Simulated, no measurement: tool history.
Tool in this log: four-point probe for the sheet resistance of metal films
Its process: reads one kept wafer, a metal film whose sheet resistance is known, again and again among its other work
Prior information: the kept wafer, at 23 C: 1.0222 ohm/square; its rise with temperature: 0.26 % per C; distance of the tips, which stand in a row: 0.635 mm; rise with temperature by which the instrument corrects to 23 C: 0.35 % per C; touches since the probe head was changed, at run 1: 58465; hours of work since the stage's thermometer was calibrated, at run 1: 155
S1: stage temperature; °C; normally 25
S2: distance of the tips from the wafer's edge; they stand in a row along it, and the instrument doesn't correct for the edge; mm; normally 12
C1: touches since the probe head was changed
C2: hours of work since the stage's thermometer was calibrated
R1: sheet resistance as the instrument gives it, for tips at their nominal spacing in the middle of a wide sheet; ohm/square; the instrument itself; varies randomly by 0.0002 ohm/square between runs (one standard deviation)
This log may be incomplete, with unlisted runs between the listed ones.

run,hour,S1,S2,C1,C2,R1
1,0,25,12,58465,155,1.027499
2,6.2,25,9,58733,158,1.02844
3,12.5,25,9,59009,162,1.028251
4,27.3,28,12,59651,171,1.024739
5,42,28,3,60286,179,1.047572
6,52.2,25,20,60727,185,1.026237
7,62.9,25,20,61195,191,1.026491
8,74.3,25,12,61687,198,1.027787
9,88.7,20,12,62310,206,1.032715
10,101.1,20,12,62849,213,1.032544
11,112.1,20,12,63326,220,1.032846
12,120,20,12,63668,224,1.032549
13,133.3,20,12,64246,232,1.032585
14,141.7,26,12,64608,237,1.0274
15,151.1,26,12,65016,242,1.027569
16,159.2,26,12,65368,247,1.027222
17,169.2,26,12,65802,253,1.027411
18,184.3,26,12,66457,262,1.027529
19,198.4,26,12,67067,270,1.027782
20,209.6,26,12,67553,276,1.027782
21,223.3,25,12,68149,284,1.028321
22,229.7,21,42,68425,288,1.030701
23,244.4,20,25,69061,297,1.032192
24,253.1,20,25,69442,302,1.03225
25,265.7,28,12,69986,309,1.026185
26,272.9,28,12,70297,313,1.02619
27,286.2,24,20,70874,321,1.028485
28,293.2,26,9,71180,325,1.029456

What does the tool deliver on the next run?
29,300.2,26,9,71481,329,?

R1: 1.029644 ohm/square
If the tool had no hidden condition, the same run with the same run-to-run variation would have returned R1 1.022466 ohm/square.

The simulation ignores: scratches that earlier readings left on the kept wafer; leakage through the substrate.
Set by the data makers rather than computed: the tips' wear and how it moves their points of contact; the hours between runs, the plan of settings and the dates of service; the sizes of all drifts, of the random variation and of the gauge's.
